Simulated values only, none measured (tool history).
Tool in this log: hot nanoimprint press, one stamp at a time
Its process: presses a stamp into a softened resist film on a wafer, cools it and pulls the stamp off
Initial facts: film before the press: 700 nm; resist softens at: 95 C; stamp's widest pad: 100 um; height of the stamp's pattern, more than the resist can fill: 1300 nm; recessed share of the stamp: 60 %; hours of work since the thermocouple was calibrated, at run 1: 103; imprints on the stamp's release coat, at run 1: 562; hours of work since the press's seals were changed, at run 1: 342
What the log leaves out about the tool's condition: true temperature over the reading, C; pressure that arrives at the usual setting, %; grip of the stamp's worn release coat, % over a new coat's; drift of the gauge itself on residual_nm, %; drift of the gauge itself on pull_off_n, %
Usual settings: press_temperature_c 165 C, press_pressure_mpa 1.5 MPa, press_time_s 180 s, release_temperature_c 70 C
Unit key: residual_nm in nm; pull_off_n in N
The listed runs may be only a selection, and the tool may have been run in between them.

| run | hour | press_temperature_c | press_pressure_mpa | press_time_s | release_temperature_c | hours of work since the thermocouple was calibrated | imprints on the stamp's release coat | hours of work since the press's seals were changed | residual_nm | pull_off_n |
|---|---|---|---|---|---|---|---|---|---|---|
| 1 | 0 | 165 | 1.5 | 180 | 70 | 103 | 562 | 342 | 306.2 | 203 |
| 2 | 73.2 | 165 | 1.5 | 180 | 70 | 136 | 813 | 375 | 305.8 | 200 |
|  | 106.7 | stamp cleaned and given a new release coat |
| 3 | 149.5 | 165 | 1.5 | 180 | 70 | 168 | 147 | 407 | 307.8 | 205 |
| 4 | 243.5 | 165 | 1.5 | 180 | 70 | 211 | 468 | 449 | 305.7 | 199 |
| 5 | 326.8 | 165 | 1.5 | 180 | 70 | 248 | 753 | 487 | 306.3 | 203 |
|  | 378.8 | stamp cleaned and given a new release coat |
| 6 | 390.2 | 165 | 1.5 | 180 | 58 | 274 | 39 | 513 | 304.2 | 263 |
| 7 | 447.2 | 165 | 1.5 | 180 | 58 | 300 | 234 | 539 | 309.2 | 266 |
| 8 | 531.8 | 165 | 1.5 | 180 | 70 | 338 | 524 | 577 | 305.2 | 199 |
| 9 | 593.9 | 165 | 1.5 | 180 | 70 | 366 | 736 | 605 | 306.3 | 204 |
|  | 646.7 | stamp cleaned and given a new release coat |
| 10 | 646.7 | 156 | 1.5 | 145 | 70 | 387 | 0 | 626 | 470.2 | 200 |
| 11 | 705.3 | 165 | 1.5 | 180 | 74 | 413 | 200 | 652 | 306 | 186 |
| 12 | 769.1 | 165 | 1.5 | 180 | 74 | 442 | 419 | 681 | 305.1 | 180 |
| 13 | 867.4 | 165 | 1.5 | 180 | 71 | 486 | 755 | 725 | 305.6 | 195 |
|  | 916.3 | stamp cleaned and given a new release coat |
| 14 | 933.7 | 165 | 1.5 | 180 | 71 | 514 | 60 | 752 | 307.2 | 191 |
| 15 | 984.3 | 165 | 1.5 | 180 | 71 | 536 | 233 | 775 | 304.1 | 195 |
|  | 996.6 | plate thermocouple calibrated |
| 16 | 1035.2 | 165 | 1.5 | 180 | 71 | 17 | 397 | 797 | 308 | 196 |

What if the next run were any one of these 5? Each begins from the tool's condition after run 16:
| A | 1135.7 | 165 | 1.5 | 121 | 71 | 63 | 741 | 842 | ? | ? |
| B | 1135.7 | 165 | 1.46 | 341 | 71 | 63 | 741 | 842 | ? | ? |
| C | 1135.7 | 165 | 2.27 | 180 | 71 | 63 | 741 | 842 | ? | ? |
| D | 1135.7 | 165 | 1.5 | 195 | 70 | 63 | 741 | 842 | ? | ? |
| E | 1135.7 | 159 | 1.5 | 167 | 68 | 63 | 741 | 842 | ? | ? |

| run | residual_nm | pull_off_n |
|---|---|---|
| A | 351 | 202 |
| B | 238.7 | 193 |
| C | 250.1 | 196 |
| D | 299.6 | 202 |
| E | 404.3 | 220 |
Without the tool's unlogged condition, the same runs would have read:
| run | residual_nm | pull_off_n |
|---|---|---|
| A | 350.9 | 200 |
| B | 238.6 | 191 |
| C | 250 | 194 |
| D | 299.5 | 200 |
| E | 404.1 | 218 |
